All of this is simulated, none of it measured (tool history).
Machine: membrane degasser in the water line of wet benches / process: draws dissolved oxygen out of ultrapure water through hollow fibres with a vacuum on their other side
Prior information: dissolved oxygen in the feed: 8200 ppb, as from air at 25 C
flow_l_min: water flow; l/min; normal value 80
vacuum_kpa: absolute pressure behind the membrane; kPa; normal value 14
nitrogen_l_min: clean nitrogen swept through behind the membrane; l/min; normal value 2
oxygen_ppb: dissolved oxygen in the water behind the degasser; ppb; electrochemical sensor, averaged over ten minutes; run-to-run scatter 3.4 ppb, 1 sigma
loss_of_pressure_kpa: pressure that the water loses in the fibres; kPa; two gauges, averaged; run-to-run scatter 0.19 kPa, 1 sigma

run    hour  flow_l_min  vacuum_kpa  nitrogen_l_min  oxygen_ppb  loss_of_pressure_kpa
  1       0          80          14               2       841.4                 39.98
  2    29.6          80          14               2       830.3                 40.27
  3    77.5          80          14            4.14       471.8                 40.34
  4   127.5          80          14            4.14       468.6                 40.31
  5   186.6          80          14            4.14       471.1                 40.23
  6   217.6          80          14               2       829.9                 40.02
  7   247.5          80          14               2         832                 40.33
  8   291.4          80          14               2       838.9                 40.18
  9   354.1          80          14               2       832.3                 40.39
 10   391.4          80          14               2       836.3                 40.72
 11   434.4          80        14.2               2       852.8                 40.36
 12   470.2          80          14               2       839.8                 40.84
 13   504.1          80          14               2       837.7                 40.62
 14   548.3          80          14               2         840                 40.63
      552.9  -- vacuum gauge calibrated
 15   588.8          80          14               2       860.3                 40.41
 16   618.4          80          14               2       852.5                 40.69
 17   663.7          57          14               2       655.9                 28.62
 18   730.1          96        21.8            0.86      2521.9                 48.54
 19   761.6          91        16.9            4.34       639.2                 46.36
 20   807.6          91        16.9            4.34         646                 45.98
 21   852.8         101        15.2            4.36       628.2                 51.31
 22   901.6         101        15.2            4.36       628.6                 51.45
      917.7  -- vacuum gauge calibrated, once more
 23   952.6          76        11.1            4.36       305.8                 38.36
      968.1  -- seals of the vacuum lines changed
 24  1002.7          76        11.1            4.36       302.6                 38.57
 25  1044.5          69          14            1.27       981.6                 35.09
 26  1093.6          58          14               2       620.1                 29.55
 27  1157.1          65          14            4.17       371.2                  32.9
 28  1218.6          80          16            3.97       545.6                 40.73
 29  1276.9          63          16            3.97       446.3                 32.09
 30  1332.1          80        32.7            1.24      2579.6                 40.29
 31  1378.3         107          24            3.24      1271.3                 54.34
 32  1432.2         107        12.8            3.24       637.6                 54.69
 33  1485.4         107        12.8            3.24         651                 54.93

Here are 3 independent what-if runs from the current tool condition. What would each one return?
  A  1519.9          84        12.8            3.24           ?                     ?
  B  1519.9          65        19.5            5.07           ?                     ?
  C  1519.9         109          14               2           ?                     ?

run  oxygen_ppb  loss_of_pressure_kpa
  A       515.8                 42.83
  B         461                  33.2
  C      1025.1                 56.28
What these runs would have given with no unlogged condition in the tool:
run  oxygen_ppb  loss_of_pressure_kpa
  A       512.1                 41.44
  B       458.9                 32.11
  C      1018.3                 54.44
